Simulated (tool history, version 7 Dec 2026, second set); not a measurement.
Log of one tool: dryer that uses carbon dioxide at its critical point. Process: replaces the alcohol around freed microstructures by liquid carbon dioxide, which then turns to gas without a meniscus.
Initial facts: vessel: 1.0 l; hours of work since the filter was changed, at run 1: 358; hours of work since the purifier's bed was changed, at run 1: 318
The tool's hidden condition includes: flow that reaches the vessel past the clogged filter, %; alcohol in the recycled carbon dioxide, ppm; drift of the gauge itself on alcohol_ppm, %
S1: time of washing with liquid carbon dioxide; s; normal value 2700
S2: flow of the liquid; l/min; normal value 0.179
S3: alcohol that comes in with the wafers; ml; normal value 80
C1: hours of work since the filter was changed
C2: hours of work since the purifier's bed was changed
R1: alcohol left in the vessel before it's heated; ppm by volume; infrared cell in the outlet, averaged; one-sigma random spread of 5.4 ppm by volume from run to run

Run 1, hour 0: usual settings; C1 358; C2 318. Result: R1 278 ppm by volume.
Run 2, hour 15.6: usual settings; C1 367; C2 327. Result: R1 273 ppm by volume.
Run 3, hour 30.1: usual settings; C1 375; C2 335. Result: R1 278 ppm by volume.
Run 4, hour 48.8: usual settings; C1 386; C2 345. Result: R1 286 ppm by volume.
Run 5, hour 64.2: usual settings; C1 394; C2 354. Result: R1 286 ppm by volume.
Run 6, hour 87.7: usual settings; C1 408; C2 367. Result: R1 278 ppm by volume.
Run 7, hour 109.6: usual settings but S3 81 ml; C1 420; C2 380. Result: R1 294 ppm by volume.
Run 8, hour 135.6: usual settings but S1 3180 s; C1 435; C2 394. Result: R1 144 ppm by volume.
Run 9, hour 154.7: usual settings but S1 3960 s; C1 445; C2 405. Result: R1 67 ppm by volume.
Run 10, hour 177.4: usual settings; C1 458; C2 418. Result: R1 318 ppm by volume.
Run 11, hour 193.2: usual settings; C1 467; C2 427. Result: R1 340 ppm by volume.
Run 12, hour 204.5: usual settings but S3 43 ml; C1 474; C2 433. Result: R1 194 ppm by volume.
Run 13, hour 217.6: usual settings but S3 43 ml; C1 481; C2 441. Result: R1 204 ppm by volume.
Run 14, hour 228.5: usual settings but S3 43 ml; C1 487; C2 447. Result: R1 193 ppm by volume.
Run 15, hour 253: usual settings; C1 501; C2 461. Result: R1 347 ppm by volume.
Run 16, hour 264.5: usual settings; C1 507; C2 467. Result: R1 355 ppm by volume.
Run 17, hour 287.4: usual settings; C1 520; C2 480. Result: R1 366 ppm by volume.
Run 18, hour 307.8: usual settings but S2 0.24 l/min; C1 532; C2 492. Result: R1 86 ppm by volume.
Run 19, hour 322.8: usual settings but S2 0.172 l/min; C1 540; C2 500. Result: R1 454 ppm by volume.
Run 20, hour 334.7: usual settings but S1 2520 s; C1 547; C2 507. Result: R1 526 ppm by volume.
At hour 339.9: inlet filter changed.
Run 21, hour 355: usual settings but S1 2520 s; C1 9; C2 518. Result: R1 251 ppm by volume.
Run 22, hour 370.8: usual settings but S1 2520 s; C1 17; C2 527. Result: R1 254 ppm by volume.
Run 23, hour 387.8: usual settings but S1 2520 s; C1 27; C2 536. Result: R1 272 ppm by volume.
Run 24, hour 410.4: usual settings but S1 2520 s; C1 40; C2 549. Result: R1 273 ppm by volume.
Run 25, hour 427.4: usual settings but S1 2520 s, S3 119 ml; C1 49; C2 558. Result: R1 390 ppm by volume.
Run 26, hour 446: usual settings but S1 2820 s, S2 0.153 l/min; C1 60; C2 569. Result: R1 353 ppm by volume.
Run 27, hour 469.9: usual settings but S1 2820 s, S2 0.153 l/min; C1 73; C2 582. Result: R1 363 ppm by volume.
Run 28, hour 494.5: usual settings but S1 2400 s, S2 0.153 l/min, S3 61 ml; C1 87; C2 596. Result: R1 605 ppm by volume.
At hour 499.6: purifier's bed changed.
Run 29, hour 514.5: usual settings but S1 2400 s, S2 0.153 l/min, S3 61 ml; C1 97; C2 8. Result: R1 543 ppm by volume.
Run 30, hour 539.9: usual settings but S1 1680 s, S2 0.259 l/min, S3 23 ml; C1 111; C2 23. Result: R1 80 ppm by volume.
Run 31, hour 554.6: usual settings but S1 1980 s, S2 0.144 l/min, S3 111 ml; C1 120; C2 31. Result: R1 2844 ppm by volume.
Run 32, hour 566.1: usual settings but S1 2640 s, S2 0.139 l/min, S3 111 ml; C1 126; C2 38. Result: R1 1056 ppm by volume.
Run 33, hour 577.3: usual settings but S1 1740 s, S2 0.245 l/min, S3 62 ml; C1 132; C2 44. Result: R1 250 ppm by volume.
Run 34, hour 598.3: usual settings but S1 3480 s, S2 0.199 l/min, S3 56 ml; C1 144; C2 56. Result: R1 22 ppm by volume.
Run 35, hour 609.2: usual settings but S1 2400 s, S2 0.149 l/min, S3 21 ml; C1 150; C2 62. Result: R1 236 ppm by volume.
Run 36, hour 626.8: usual settings but S1 1680 s, S2 0.135 l/min, S3 27 ml; C1 160; C2 72. Result: R1 1599 ppm by volume.
Run 37, hour 646.6: usual settings but S1 1980 s, S2 0.199 l/min, S3 24 ml; C1 171; C2 83. Result: R1 175 ppm by volume.
Run 38, hour 664.1: usual settings but S1 2040 s; C1 181; C2 93. Result: R1 800 ppm by volume.
Run 39, hour 688.2: usual settings but S1 1740 s, S3 43 ml; C1 195; C2 106. Result: R1 866 ppm by volume.
Run 40, hour 699.9: usual settings but S1 2040 s, S2 0.116 l/min, S3 43 ml; C1 202; C2 113. Result: R1 2360 ppm by volume.
Run 41, hour 719.5: usual settings but S1 3420 s, S2 0.213 l/min, S3 38 ml; C1 213; C2 124. Result: R1 21 ppm by volume.
Run 42, hour 738.7: usual settings but S1 4020 s, S3 40 ml; C1 223; C2 135. Result: R1 28 ppm by volume.
Run 43, hour 750: usual settings but S1 4020 s, S2 0.272 l/min, S3 40 ml; C1 230; C2 141. Result: R1 20 ppm by volume.
Run 44, hour 770.2: usual settings but S1 2340 s, S2 0.126 l/min; C1 241; C2 153. Result: R1 2171 ppm by volume.
Run 45, hour 781.9: usual settings but S1 2340 s, S2 0.126 l/min; C1 248; C2 159. Result: R1 2251 ppm by volume.
Run 46, hour 795.3: usual settings but S1 2580 s; C1 255; C2 167. Result: R1 274 ppm by volume.
Run 47, hour 814.1: usual settings but S2 0.154 l/min, S3 71 ml; C1 266; C2 178. Result: R1 449 ppm by volume.

How would selected steps in R1 from run to run divide? Give the signed amount a tool lacking its hidden state would still show from settings, what came in and random variation, and the signed amount left for the hidden state, including any gauge scatter that is not in both of the compared results.
Run 30 -> 31: S1 1680 -> 1980, S2 0.259 -> 0.144, S3 23 -> 111. R1 +2764 ppm by volume: hidden state +360, all else +2404.
Run 40 -> 41: S1 2040 -> 3420, S2 0.116 -> 0.213, S3 43 -> 38. R1 -2339 ppm by volume: hidden state -392, all else -1947.
Run 43 -> 44: S1 4020 -> 2340, S2 0.272 -> 0.126, S3 40 -> 80. R1 +2151 ppm by volume: hidden state +514, all else +1637.
Run 45 -> 46: S1 2340 -> 2580, S2 0.126 -> 0.179. R1 -1977 ppm by volume: hidden state -451, all else -1526.

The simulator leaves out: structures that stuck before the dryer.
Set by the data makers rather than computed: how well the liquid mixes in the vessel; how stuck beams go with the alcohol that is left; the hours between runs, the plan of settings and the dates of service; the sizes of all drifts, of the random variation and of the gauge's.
